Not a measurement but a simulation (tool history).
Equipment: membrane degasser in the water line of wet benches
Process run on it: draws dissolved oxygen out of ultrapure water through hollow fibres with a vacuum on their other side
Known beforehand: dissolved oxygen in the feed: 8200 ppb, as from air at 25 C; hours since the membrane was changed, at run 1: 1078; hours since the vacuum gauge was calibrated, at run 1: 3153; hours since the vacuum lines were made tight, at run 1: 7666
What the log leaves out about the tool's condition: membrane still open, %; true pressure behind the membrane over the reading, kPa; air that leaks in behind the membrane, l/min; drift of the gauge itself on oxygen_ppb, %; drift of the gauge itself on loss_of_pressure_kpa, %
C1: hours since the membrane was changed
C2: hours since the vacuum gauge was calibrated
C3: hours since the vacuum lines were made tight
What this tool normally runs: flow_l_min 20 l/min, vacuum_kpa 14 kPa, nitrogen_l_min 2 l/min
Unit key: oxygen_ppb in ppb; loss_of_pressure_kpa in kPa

Run 1, hour 0: usual settings; C1 1078; C2 3153; C3 7666. Result: oxygen_ppb 274.6 ppb, loss_of_pressure_kpa 34.24 kPa.
Run 2, hour 50.4: usual settings but flow_l_min 19 l/min; C1 1129; C2 3204; C3 7717. Result: oxygen_ppb 259.7 ppb, loss_of_pressure_kpa 32.51 kPa.
Run 3, hour 101.2: usual settings but flow_l_min 19 l/min; C1 1179; C2 3254; C3 7767. Result: oxygen_ppb 256.7 ppb, loss_of_pressure_kpa 32.55 kPa.
Run 4, hour 149.6: usual settings but flow_l_min 23 l/min; C1 1228; C2 3303; C3 7816. Result: oxygen_ppb 314.8 ppb, loss_of_pressure_kpa 39.85 kPa.
Run 5, hour 188.3: usual settings but flow_l_min 23 l/min; C1 1267; C2 3342; C3 7855. Result: oxygen_ppb 316.1 ppb, loss_of_pressure_kpa 39.66 kPa.
Run 6, hour 225.4: usual settings but flow_l_min 23 l/min; C1 1304; C2 3379; C3 7892. Result: oxygen_ppb 313.9 ppb, loss_of_pressure_kpa 39.74 kPa.
Run 7, hour 281.3: usual settings but flow_l_min 23 l/min; C1 1360; C2 3435; C3 7948. Result: oxygen_ppb 316.4 ppb, loss_of_pressure_kpa 39.59 kPa.
Run 8, hour 339.2: usual settings but flow_l_min 23 l/min; C1 1418; C2 3492; C3 8006. Result: oxygen_ppb 316.6 ppb, loss_of_pressure_kpa 39.07 kPa.
Run 9, hour 401.6: usual settings but flow_l_min 23 l/min; C1 1480; C2 3555; C3 8068. Result: oxygen_ppb 317.1 ppb, loss_of_pressure_kpa 39.45 kPa.
At hour 405.5: vacuum gauge calibrated.
Run 10, hour 461.4: usual settings but flow_l_min 23 l/min; C1 1539; C2 56; C3 8127. Result: oxygen_ppb 318.1 ppb, loss_of_pressure_kpa 39.78 kPa.
Run 11, hour 512.1: usual settings but flow_l_min 23 l/min; C1 1590; C2 107; C3 8178. Result: oxygen_ppb 317.9 ppb, loss_of_pressure_kpa 39.75 kPa.
At hour 540.6: vacuum gauge calibrated, once more.
Run 12, hour 569.9: usual settings; C1 1647; C2 29; C3 8235. Result: oxygen_ppb 271.8 ppb, loss_of_pressure_kpa 34.19 kPa.
Run 13, hour 638.1: usual settings but vacuum_kpa 19 kPa; C1 1715; C2 97; C3 8303. Result: oxygen_ppb 388.8 ppb, loss_of_pressure_kpa 34.26 kPa.
Run 14, hour 686.3: usual settings but vacuum_kpa 19 kPa; C1 1764; C2 146; C3 8352. Result: oxygen_ppb 383.2 ppb, loss_of_pressure_kpa 34.17 kPa.
Run 15, hour 741: usual settings but vacuum_kpa 19 kPa; C1 1818; C2 200; C3 8406. Result: oxygen_ppb 383.2 ppb, loss_of_pressure_kpa 34.7 kPa.
Run 16, hour 808.3: usual settings but flow_l_min 15 l/min; C1 1886; C2 268; C3 8474. Result: oxygen_ppb 205.5 ppb, loss_of_pressure_kpa 25.96 kPa.
Run 17, hour 871.3: usual settings but flow_l_min 26 l/min, vacuum_kpa 8.7 kPa; C1 1949; C2 331; C3 8537. Result: oxygen_ppb 200.9 ppb, loss_of_pressure_kpa 44.9 kPa.
Run 18, hour 921.4: usual settings but flow_l_min 23 l/min, vacuum_kpa 13.8 kPa, nitrogen_l_min 5.63 l/min; C1 1999; C2 381; C3 8587. Result: oxygen_ppb 133 ppb, loss_of_pressure_kpa 39.68 kPa.
Run 19, hour 979.8: usual settings but flow_l_min 13 l/min, vacuum_kpa 9.8 kPa, nitrogen_l_min 1.13 l/min; C1 2057; C2 439; C3 8645. Result: oxygen_ppb 186.6 ppb, loss_of_pressure_kpa 22.43 kPa.
Run 20, hour 1026.1: usual settings but flow_l_min 19 l/min, vacuum_kpa 17.3 kPa; C1 2103; C2 485; C3 8691. Result: oxygen_ppb 334.5 ppb, loss_of_pressure_kpa 32.52 kPa.
Run 21, hour 1088.2: usual settings but flow_l_min 19 l/min, vacuum_kpa 17.3 kPa; C1 2165; C2 548; C3 8753. Result: oxygen_ppb 329.8 ppb, loss_of_pressure_kpa 32.76 kPa.
Run 22, hour 1136.2: usual settings but flow_l_min 19 l/min, vacuum_kpa 20.5 kPa, nitrogen_l_min 4.02 l/min; C1 2214; C2 596; C3 8802. Result: oxygen_ppb 217.3 ppb, loss_of_pressure_kpa 32.92 kPa.
At hour 1169.2: seals of the vacuum lines changed.
Run 23, hour 1187.9: usual settings but flow_l_min 19 l/min, vacuum_kpa 20.5 kPa, nitrogen_l_min 4.02 l/min; C1 2263; C2 645; C3 19. Result: oxygen_ppb 210.3 ppb, loss_of_pressure_kpa 32.94 kPa.
Run 24, hour 1251.7: usual settings but flow_l_min 23 l/min, vacuum_kpa 16 kPa, nitrogen_l_min 4.02 l/min; C1 2327; C2 709; C3 83. Result: oxygen_ppb 197.5 ppb, loss_of_pressure_kpa 39.64 kPa.
Run 25, hour 1293.4: usual settings but flow_l_min 16 l/min, vacuum_kpa 9.1 kPa, nitrogen_l_min 4.02 l/min; C1 2369; C2 751; C3 124. Result: oxygen_ppb 65.2 ppb, loss_of_pressure_kpa 27.8 kPa.
Run 26, hour 1340.2: usual settings but vacuum_kpa 21.4 kPa, nitrogen_l_min 5.72 l/min; C1 2415; C2 798; C3 171. Result: oxygen_ppb 169.5 ppb, loss_of_pressure_kpa 34.95 kPa.
Run 27, hour 1406.7: usual settings but vacuum_kpa 21.4 kPa, nitrogen_l_min 5.72 l/min; C1 2482; C2 864; C3 237. Result: oxygen_ppb 171.4 ppb, loss_of_pressure_kpa 34.64 kPa.
Run 28, hour 1474.2: usual settings but vacuum_kpa 21.4 kPa, nitrogen_l_min 5.72 l/min; C1 2550; C2 932; C3 305. Result: oxygen_ppb 169.4 ppb, loss_of_pressure_kpa 34.41 kPa.
Run 29, hour 1515.4: usual settings but flow_l_min 26 l/min, vacuum_kpa 10.4 kPa, nitrogen_l_min 2.11 l/min; C1 2591; C2 973; C3 346. Result: oxygen_ppb 238.2 ppb, loss_of_pressure_kpa 44.85 kPa.
Run 30, hour 1560.1: usual settings but vacuum_kpa 13.4 kPa, nitrogen_l_min 2.23 l/min; C1 2635; C2 1018; C3 391. Result: oxygen_ppb 229.7 ppb, loss_of_pressure_kpa 34.67 kPa.
Run 31, hour 1628.2: usual settings but flow_l_min 14 l/min, nitrogen_l_min 1.03 l/min; C1 2703; C2 1086; C3 459. Result: oxygen_ppb 335.7 ppb, loss_of_pressure_kpa 24.39 kPa.

Branching from run 31: 5 alternative next runs. What would each branch give?
Run A, hour 1659.7: usual settings but flow_l_min 13 l/min, vacuum_kpa 34.3 kPa, nitrogen_l_min 5.02 l/min; C1 2735; C2 1117; C3 491. Result: oxygen_ppb ?, loss_of_pressure_kpa ?.
Run B, hour 1659.7: usual settings but flow_l_min 14 l/min, nitrogen_l_min 5.42 l/min; C1 2735; C2 1117; C3 491. Result: oxygen_ppb ?, loss_of_pressure_kpa ?.
Run C, hour 1659.7: usual settings but vacuum_kpa 11.6 kPa; C1 2735; C2 1117; C3 491. Result: oxygen_ppb ?, loss_of_pressure_kpa ?.
Run D, hour 1659.7: usual settings but flow_l_min 25 l/min, nitrogen_l_min 3.11 l/min; C1 2735; C2 1117; C3 491. Result: oxygen_ppb ?, loss_of_pressure_kpa ?.
Run E, hour 1659.7: usual settings but flow_l_min 14 l/min, nitrogen_l_min 4.99 l/min; C1 2735; C2 1117; C3 491. Result: oxygen_ppb ?, loss_of_pressure_kpa ?.

run  oxygen_ppb  loss_of_pressure_kpa
  A       199.8                 22.58
  B          74                 24.34
  C       209.3                 34.55
  D       234.7                 43.37
  E        79.2                 24.12
Take away the tool's hidden state, keep each run's random variation, and the runs would have read:
run  oxygen_ppb  loss_of_pressure_kpa
  A       197.8                  22.3
  B        72.9                 24.03
  C       206.6                 34.11
  D       231.3                 42.81
  E          78                 23.81
